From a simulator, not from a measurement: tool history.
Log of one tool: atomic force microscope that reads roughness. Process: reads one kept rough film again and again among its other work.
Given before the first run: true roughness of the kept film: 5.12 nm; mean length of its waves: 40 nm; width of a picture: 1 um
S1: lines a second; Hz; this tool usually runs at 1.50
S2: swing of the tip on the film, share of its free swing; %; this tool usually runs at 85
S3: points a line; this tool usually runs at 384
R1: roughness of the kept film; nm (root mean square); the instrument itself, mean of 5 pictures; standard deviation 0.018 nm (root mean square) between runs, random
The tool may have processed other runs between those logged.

| run | hour | S1 | S2 | S3 | R1 |
|---|---|---|---|---|---|
| 1 | 0.0 | 1.50 | 85 | 384 | 4.500 |
| 2 | 59.8 | 1.50 | 85 | 384 | 4.489 |
| 3 | 107.7 | 1.50 | 85 | 460 | 4.468 |
| 4 | 176.1 | 0.90 | 85 | 460 | 4.589 |
|  | 193.8 | new tip fitted |
| 5 | 231.4 | 0.90 | 85 | 460 | 4.615 |
| 6 | 286.9 | 0.90 | 85 | 460 | 4.626 |
| 7 | 353.8 | 0.90 | 85 | 460 | 4.613 |
| 8 | 404.5 | 0.90 | 85 | 460 | 4.609 |
|  | 413.2 | new tip fitted |
| 9 | 454.9 | 0.90 | 85 | 460 | 4.627 |
| 10 | 496.2 | 0.90 | 85 | 460 | 4.622 |
| 11 | 531.2 | 0.90 | 83 | 460 | 4.611 |
| 12 | 571.8 | 0.90 | 83 | 460 | 4.617 |
| 13 | 627.8 | 1.85 | 83 | 460 | 4.461 |
|  | 631.6 | new tip fitted |
| 14 | 665.7 | 1.50 | 85 | 594 | 4.486 |
| 15 | 737.5 | 1.50 | 85 | 384 | 4.476 |
| 16 | 779.2 | 1.50 | 85 | 384 | 4.487 |
| 17 | 833.9 | 1.50 | 86 | 384 | 4.467 |
|  | 854.2 | new tip fitted |
| 18 | 882.2 | 1.50 | 85 | 384 | 4.540 |
| 19 | 949.4 | 1.50 | 85 | 384 | 4.518 |
| 20 | 1010.2 | 1.50 | 72 | 384 | 4.593 |
| 21 | 1054.4 | 1.03 | 80 | 384 | 4.634 |
|  | 1072.0 | new tip fitted |
| 22 | 1107.7 | 1.14 | 68 | 398 | 4.692 |
| 23 | 1160.8 | 1.50 | 65 | 276 | 4.631 |
|  | 1208.7 | height scale calibrated on a step standard |
| 24 | 1231.5 | 1.98 | 57 | 311 | 4.673 |

What will run 25 give?
|  | 1293.4 | new tip fitted |
| 25 | 1303.9 | 2.29 | 57 | 326 | ? |

Logged for run 25: R1 4.690 nm (root mean square).
The same run, on a tool lacking any hidden state, would have yielded R1 4.691 nm (root mean square).
